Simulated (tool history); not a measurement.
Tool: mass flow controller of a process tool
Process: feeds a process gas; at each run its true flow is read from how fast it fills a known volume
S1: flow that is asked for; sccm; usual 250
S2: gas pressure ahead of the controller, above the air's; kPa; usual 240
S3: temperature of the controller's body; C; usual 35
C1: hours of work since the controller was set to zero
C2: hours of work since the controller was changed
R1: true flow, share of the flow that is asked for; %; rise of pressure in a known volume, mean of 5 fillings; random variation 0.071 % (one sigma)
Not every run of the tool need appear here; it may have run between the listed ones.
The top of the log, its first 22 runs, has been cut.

run    hour   S1   S2  S3   C1    C2      R1
 23  1410.4  250  240  35  159   968    99.5
 24  1451.7  250  240  35  182   991   99.59
     1493.7  -- controller's zero set anew, once more
 25  1495.9  250  240  35    1  1016   99.92
 26  1561.7  330  181  27   38  1052   99.28
 27  1624.2  330  181  27   73  1088   99.21
 28  1699.8   53  194  23  116  1130   97.22
 29  1775.1   53  196  30  158  1172   97.91
 30  1840.7   62  247  24  195  1209   97.77
 31  1906.8  269  157  35  232  1246   99.13
 32  1973.8  126  213  35  270  1284   98.88
 33    2036  126  213  35  304  1319   98.77
 34    2090  126  213  35  335  1349   98.85
 35  2181.7  286  230  32  386  1400   99.73
 36  2234.8   61  146  34  416  1430   97.55
 37  2283.1  315  189  37  443  1457  100.13
 38  2376.6  315  189  37  496  1510   99.94
 39  2453.5  315  189  37  539  1553  100.11
 40  2537.5  315  189  32  586  1600   99.54
 41  2628.2  315  183  32  637  1651   99.61
 42  2670.6   65  153  26  661  1675   96.92
 43  2725.7   69  144  30  692  1706   97.25
 44  2791.2   69  205  30  728  1743   97.63
 45  2873.8   98  205  30  775  1789   97.95
 46  2950.4   55  276  31  818  1832    98.1
 47  2995.4  166  166  21  843  1857   97.41

Branching from run 47: 4 alternative next runs. What would each branch give?
  A  3074.5  196  251  21  887  1902   ?
  B  3074.5  441  196  21  887  1902   ?
  C  3074.5  321  195  34  887  1902   ?
  D  3074.5   66  200  29  887  1902   ?

run     R1
  A  98.36
  B  99.56
  C  99.88
  D  97.35
Stripped of hidden state, with their random variation kept, the same runs would have yielded:
run     R1
  A   98.3
  B  99.36
  C  99.72
  D  97.83
